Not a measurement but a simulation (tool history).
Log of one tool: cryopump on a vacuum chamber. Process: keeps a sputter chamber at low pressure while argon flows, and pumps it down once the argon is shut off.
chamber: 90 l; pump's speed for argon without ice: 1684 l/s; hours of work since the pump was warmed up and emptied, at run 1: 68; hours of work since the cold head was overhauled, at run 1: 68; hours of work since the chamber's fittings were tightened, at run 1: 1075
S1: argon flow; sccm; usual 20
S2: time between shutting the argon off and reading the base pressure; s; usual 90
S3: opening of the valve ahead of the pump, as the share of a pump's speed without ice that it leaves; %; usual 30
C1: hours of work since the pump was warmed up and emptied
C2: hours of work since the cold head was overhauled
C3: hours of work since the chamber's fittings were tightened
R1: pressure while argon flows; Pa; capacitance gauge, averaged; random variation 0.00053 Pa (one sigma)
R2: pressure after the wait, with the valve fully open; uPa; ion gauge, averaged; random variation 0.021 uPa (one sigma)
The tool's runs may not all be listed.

run	hour	S1	S2	S3	C1	C2	C3	R1	R2
1	0	20	90	30	68	68	1075	0.0672	2.29
2	20	20	90	30	83	83	1090	0.0679	2.25
3	41.2	20	90	30	99	99	1106	0.0671	2.39
4	61	20	90	30	114	114	1121	0.0683	2.3
5	90.6	20	90	30	136	136	1143	0.0686	2.47
6	119.2	20	90	30	157	157	1164	0.068	2.49
7	143.2	20	90	30	175	175	1182	0.0689	2.52
8	161.5	20	90	30	189	189	1196	0.07	2.54
9	176.4	20	37	30	200	200	1207	0.0697	3.05
10	191.3	16	37	30	211	211	1218	0.055	2.98
11	204.8	20	90	50	221	221	1228	0.0428	2.66
12	229.8	20	90	30	240	240	1247	0.0699	2.75
13	253.8	20	221	30	258	258	1265	0.0693	2.66
14	283.6	20	90	30	280	280	1287	0.0693	2.84
15	297.2	20	90	30	290	290	1297	0.0698	3.01
16	322	20	90	38	309	309	1316	0.0566	3.02
17	335.1	20	90	38	319	319	1326	0.0558	3.01
18	358.3	26	90	30	336	336	1343	0.092	3.05
# hour 365.2: pump warmed up, emptied and cooled again
19	379.6	35	37	30	11	348	1355	0.1175	3
20	402.9	35	37	30	28	366	1373	0.1176	3.12
# hour 409.4: leaking fittings of the chamber tightened, without venting
21	429.6	35	37	30	47	384	15	0.1177	0.81
22	452.5	22	98	17	64	401	32	0.1308	0.46
23	467	22	98	17	75	412	43	0.13	0.49
24	493.5	22	98	17	94	432	63	0.1307	0.54
25	523.6	17	264	25	117	454	85	0.0692	0.44
26	553.8	8	264	25	139	477	108	0.0332	0.48
27	580.2	8	24	34	159	497	128	0.0245	1.34
28	604.9	20	90	16	178	515	146	0.1275	0.73
29	635.4	20	38	21	200	538	169	0.097	1.09
30	664.7	20	86	19	222	560	191	0.109	0.81
31	679.3	34	86	19	233	571	202	0.1844	0.84
32	702.5	34	97	19	251	588	219	0.1853	0.82
33	721.6	34	80	17	265	602	233	0.207	0.89

3 ways to go on from here, each from the tool as it stands after run 33. What would each give?
A	749	18	90	30	285	623	254	?	?
B	749	34	80	23	285	623	254	?	?
C	749	12	58	17	285	623	254	?	?

run	R1	R2
A	0.0635	0.93
B	0.1561	0.97
C	0.0738	1.06
Without the tool's hidden state the same runs would have given:
run	R1	R2
A	0.0603	0.42
B	0.15	0.45
C	0.0717	0.54

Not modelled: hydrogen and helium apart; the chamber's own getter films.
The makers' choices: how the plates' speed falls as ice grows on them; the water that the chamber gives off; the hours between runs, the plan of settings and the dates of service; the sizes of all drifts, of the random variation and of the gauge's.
